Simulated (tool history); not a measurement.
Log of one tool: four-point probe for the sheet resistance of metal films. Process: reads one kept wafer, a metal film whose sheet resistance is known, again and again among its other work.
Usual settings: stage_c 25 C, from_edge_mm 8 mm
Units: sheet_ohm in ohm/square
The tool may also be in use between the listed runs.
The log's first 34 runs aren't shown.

| run | hour | stage_c | from_edge_mm | touches since the probe head was changed | hours of work since the stage's thermometer was calibrated | sheet_ohm |
|---|---|---|---|---|---|---|
| 35 | 521.4 | 18 | 42 | 42144 | 66 | 4.867599 |
| 36 | 542.9 | 18 | 42 | 42911 | 78 | 4.867358 |
| 37 | 560.3 | 18 | 42 | 43535 | 87 | 4.867229 |
| 38 | 581.5 | 26 | 11 | 44294 | 99 | 4.900545 |
| 39 | 600.0 | 19 | 47 | 44954 | 109 | 4.867607 |
| 40 | 617.1 | 32 | 8 | 45566 | 118 | 4.928799 |
| 41 | 637.1 | 31 | 8 | 46283 | 128 | 4.924040 |
| 42 | 650.7 | 31 | 8 | 46769 | 136 | 4.923309 |
| 43 | 665.2 | 32 | 32 | 47287 | 144 | 4.911375 |
| 44 | 683.3 | 32 | 32 | 47935 | 153 | 4.910845 |
| 45 | 695.1 | 21 | 9 | 48355 | 160 | 4.889436 |

Forecast each of these 4 alternatives for the next run:
| A | 706.5 | 22 | 15 | 48766 | 166 | ? |
| B | 706.5 | 35 | 8 | 48766 | 166 | ? |
| C | 706.5 | 19 | 33 | 48766 | 166 | ? |
| D | 706.5 | 28 | 15 | 48766 | 166 | ? |

| run | sheet_ohm |
|---|---|
| A | 4.884071 |
| B | 4.937301 |
| C | 4.871362 |
| D | 4.902043 |
Without the tool's hidden state the same runs would have given:
| run | sheet_ohm |
|---|---|
| A | 4.884174 |
| B | 4.937404 |
| C | 4.871465 |
| D | 4.902146 |

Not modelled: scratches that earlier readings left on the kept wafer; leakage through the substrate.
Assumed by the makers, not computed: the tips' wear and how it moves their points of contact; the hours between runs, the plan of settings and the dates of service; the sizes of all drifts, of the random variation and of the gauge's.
